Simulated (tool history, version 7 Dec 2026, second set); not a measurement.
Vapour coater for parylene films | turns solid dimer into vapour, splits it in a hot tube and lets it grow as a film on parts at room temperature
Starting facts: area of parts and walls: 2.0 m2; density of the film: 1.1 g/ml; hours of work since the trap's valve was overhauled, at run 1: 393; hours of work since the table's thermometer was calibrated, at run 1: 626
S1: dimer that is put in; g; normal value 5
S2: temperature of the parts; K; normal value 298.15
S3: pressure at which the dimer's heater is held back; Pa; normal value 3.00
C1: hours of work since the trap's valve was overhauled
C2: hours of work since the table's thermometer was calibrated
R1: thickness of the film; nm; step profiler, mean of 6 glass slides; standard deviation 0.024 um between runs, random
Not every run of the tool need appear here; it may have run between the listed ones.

run	hour	S1	S2	S3	C1	C2	R1
1	0.0	5	298.15	3.00	393	626	1630
2	27.5	5	298.15	3.00	413	646	1600
3	54.3	5	298.15	3.00	432	665	1630
4	82.1	5	298.15	2.91	451	684	1600
# hour 88.9: trap's valve overhauled
5	119.0	5	298.15	2.91	21	708	1740
6	145.3	5	298.15	2.91	40	726	1760
7	162.8	5	298.15	2.91	52	738	1730
8	195.2	5	298.15	2.91	75	761	1720
9	227.7	5	301.15	3.00	98	784	1660
10	260.2	3	298.15	3.00	121	807	1050
11	284.2	3	298.15	3.00	138	824	1020
12	307.3	5	298.15	3.00	154	841	1690
13	323.5	4	298.15	3.00	166	852	1330
14	349.1	4	298.15	3.00	184	870	1370
15	374.2	4	298.15	3.00	202	888	1330
16	395.8	4	295.15	2.61	217	903	1490
17	413.0	4	295.15	2.61	229	916	1440
18	443.3	5	308.15	3.66	251	937	1270
19	460.1	5	305.15	8.92	263	949	1060
20	476.3	6	298.15	5.18	274	960	1750
21	504.1	6	298.15	5.18	294	980	1750
22	534.1	9	295.15	5.73	315	1001	2680
23	570.2	9	295.15	5.73	341	1027	2640
24	589.5	8	301.15	3.00	354	1040	2450
25	620.9	5	299.15	8.65	376	1063	1220
26	637.2	2	294.15	7.75	388	1074	540
27	663.6	2	294.15	7.75	407	1093	580
28	687.0	5	298.15	5.53	423	1109	1370
29	709.8	5	305.15	4.62	439	1125	1290

The logged runs with the hidden state left out (each run's random variation unchanged):
Hidden state present: vapour lost through the trap's worn valve, %; true temperature of the parts over the reading, C; drift of the gauge itself on film_um, %.
run	R1
1	1760
2	1730
3	1760
4	1750
5	1730
6	1750
7	1730
8	1720
9	1670
10	1060
11	1040
12	1720
13	1360
14	1400
15	1370
16	1540
17	1500
18	1320
19	1100
20	1830
21	1840
22	2830
23	2800
24	2600
25	1300
26	570
27	620
28	1480
29	1390

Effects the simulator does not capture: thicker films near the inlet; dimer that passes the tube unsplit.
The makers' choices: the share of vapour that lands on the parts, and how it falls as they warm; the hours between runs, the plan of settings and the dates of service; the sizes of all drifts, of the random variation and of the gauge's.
